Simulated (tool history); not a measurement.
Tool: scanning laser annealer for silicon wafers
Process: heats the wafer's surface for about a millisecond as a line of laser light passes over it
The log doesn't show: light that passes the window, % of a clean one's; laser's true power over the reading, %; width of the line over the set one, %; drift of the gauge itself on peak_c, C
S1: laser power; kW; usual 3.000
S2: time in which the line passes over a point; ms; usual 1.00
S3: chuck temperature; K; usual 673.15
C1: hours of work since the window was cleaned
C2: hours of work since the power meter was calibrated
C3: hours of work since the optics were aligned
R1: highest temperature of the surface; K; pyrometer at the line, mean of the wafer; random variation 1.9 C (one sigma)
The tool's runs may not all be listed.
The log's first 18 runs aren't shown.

run,hour,S1,S2,S3,C1,C2,C3,R1
19,291.6,3.000,1.00,673.15,329,487,864,1472.15
20,302.7,3.000,1.00,673.15,337,495,871,1468.15
21,323.3,3.131,0.70,695.15,351,510,886,1383.15
22,339.3,3.131,0.70,695.15,363,521,897,1384.15
23,351.1,3.000,0.75,673.15,371,530,906,1351.15
24,372.6,3.000,0.75,673.15,386,545,921,1352.15
25,388.5,3.283,0.85,709.15,398,556,932,1524.15
26,404.0,2.885,0.91,708.15,409,567,943,1424.15
27,418.8,2.885,0.91,708.15,419,578,954,1425.15
28,440.5,3.235,0.92,708.15,434,593,969,1539.15
29,461.2,3.235,0.92,708.15,449,608,984,1537.15
30,482.4,3.235,0.92,708.15,464,623,999,1534.15
# hour 493.7: optics aligned, line set to its width
31,499.0,3.235,0.92,708.15,472,631,4,1547.15
32,517.5,3.112,0.90,703.15,486,644,17,1489.15
33,539.4,3.112,0.90,703.15,501,660,32,1488.15
34,555.3,3.112,0.90,690.15,512,671,44,1476.15
35,569.9,2.879,0.79,659.15,523,681,54,1321.15
36,583.7,2.896,0.79,635.15,532,691,64,1303.15
37,603.8,2.698,1.09,665.15,547,705,78,1394.15
38,618.7,3.236,1.09,653.15,557,716,89,1568.15
39,633.5,3.245,1.09,703.15,568,726,99,1621.15

Forecast each of these 4 alternatives for the next run:
A,648.1,3.245,1.09,646.15,578,737,110,?
B,648.1,3.245,0.84,710.15,578,737,110,?
C,648.1,2.919,1.24,701.15,578,737,110,?
D,648.1,3.013,0.74,673.15,578,737,110,?

run,R1
A,1563.15
B,1501.15
C,1563.15
D,1345.15
Without the tool's hidden state the same runs would have given:
run,R1
A,1603.15
B,1535.15
C,1600.15
D,1374.15
